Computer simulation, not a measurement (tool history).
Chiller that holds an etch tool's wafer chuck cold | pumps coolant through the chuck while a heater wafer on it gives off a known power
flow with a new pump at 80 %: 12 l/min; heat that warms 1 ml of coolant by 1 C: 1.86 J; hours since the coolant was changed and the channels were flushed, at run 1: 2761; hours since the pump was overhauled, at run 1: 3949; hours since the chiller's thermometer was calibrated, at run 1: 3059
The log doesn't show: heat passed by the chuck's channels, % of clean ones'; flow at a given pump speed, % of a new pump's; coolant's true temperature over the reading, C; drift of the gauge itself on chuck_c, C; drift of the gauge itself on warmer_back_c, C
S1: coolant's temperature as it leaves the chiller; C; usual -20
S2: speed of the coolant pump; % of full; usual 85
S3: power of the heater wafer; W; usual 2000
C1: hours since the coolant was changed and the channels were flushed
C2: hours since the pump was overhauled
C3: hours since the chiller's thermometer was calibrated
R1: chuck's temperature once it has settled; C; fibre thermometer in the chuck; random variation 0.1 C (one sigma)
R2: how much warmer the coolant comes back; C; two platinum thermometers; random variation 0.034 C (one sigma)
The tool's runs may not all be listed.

run    hour   S1  S2    S3    C1    C2    C3    R1    R2
  1     0.0  -20  85  2000  2761  3949  3059   6.9  5.63
  2    52.5  -27  85  2000  2813  4002  3112   0.1  5.63
  3   166.3  -27  85  2000  2927  4115  3226   0.4  5.68
  4   258.1  -20  85  2000  3019  4207  3317   7.3  5.75
  5   387.0  -20  85  2000  3148  4336  3446   7.7  5.68
  6   518.0  -20  85  2000  3279  4467  3577   7.9  5.70
  7   586.7  -19  85  2000  3347  4536  3646   9.2  5.74
  8   685.2  -19  85  2000  3446  4634  3744   9.4  5.72
  9   743.2  -19  85  2000  3504  4692  3802   9.5  5.80
      790.2  -- chiller's thermometer calibrated
 10   843.4  -30  85  2000  3603  4792    53  -1.0  5.80
 11   910.8  -30  97  2000  3671  4859   121  -3.2  5.03
 12  1013.8  -30  97  2000  3774  4962   224  -3.1  5.01
 13  1077.5  -20  85  2000  3837  5026   287   9.4  5.86
     1148.4  -- coolant changed, channels flushed
 14  1181.6  -20  85  2000    33  5124   385   6.2  5.87
     1277.7  -- chiller's thermometer calibrated, once more
 15  1287.2  -20  85  2000   138  5228     9   5.0  5.86
 16  1368.5  -11  85  2000   219  5310    91  14.1  5.86
 17  1454.8  -11  63  2000   305  5396   177  20.2  8.19
 18  1542.9  -24  66  1108   393  5484   265  -7.1  4.30
 19  1619.2  -24  66  1108   470  5560   342  -7.0  4.35
 20  1701.9  -18  71  2437   552  5643   424  17.5  8.77
 21  1779.2  -15  71  2020   630  5720   502  14.8  7.36
 22  1849.0  -20  78  2020   700  5790   571   7.7  6.62
 23  1925.6  -20  78  2020   776  5867   648   7.8  6.64
 24  2056.1  -20  98  2050   907  5997   778   4.1  5.26
 25  2113.7  -20  98  2050   964  6055   836   4.3  5.31
 26  2174.2  -13  71  2050  1025  6115   897  17.7  7.54
 27  2289.0  -12  77  1625  1140  6230  1011  11.4  5.47
 28  2410.8  -19  65  2000  1261  6352  1133  13.3  8.13
 29  2529.9  -25  75  1105  1381  6471  1252  -8.5  3.83
 30  2607.9  -20  65  1213  1459  6549  1330   0.1  4.97
 31  2668.2  -20  80  1745  1519  6609  1391   4.9  5.73

Forecast each of these 4 alternatives for the next run:
  A  2727.2  -14  85  2000  1578  6668  1450   ?   ?
  B  2727.2  -30  65  2946  1578  6668  1450   ?   ?
  C  2727.2  -27  72  1558  1578  6668  1450   ?   ?
  D  2727.2  -23  95  1652  1578  6668  1450   ?   ?

run    R1     R2
  A  13.4   6.15
  B  18.5  12.14
  C  -3.2   5.69
  D  -2.1   4.52
Without the tool's hidden state the same runs would have given:
run    R1    R2
  A   8.4  5.02
  B   9.7  9.91
  C  -7.7  4.64
  D  -6.0  3.70

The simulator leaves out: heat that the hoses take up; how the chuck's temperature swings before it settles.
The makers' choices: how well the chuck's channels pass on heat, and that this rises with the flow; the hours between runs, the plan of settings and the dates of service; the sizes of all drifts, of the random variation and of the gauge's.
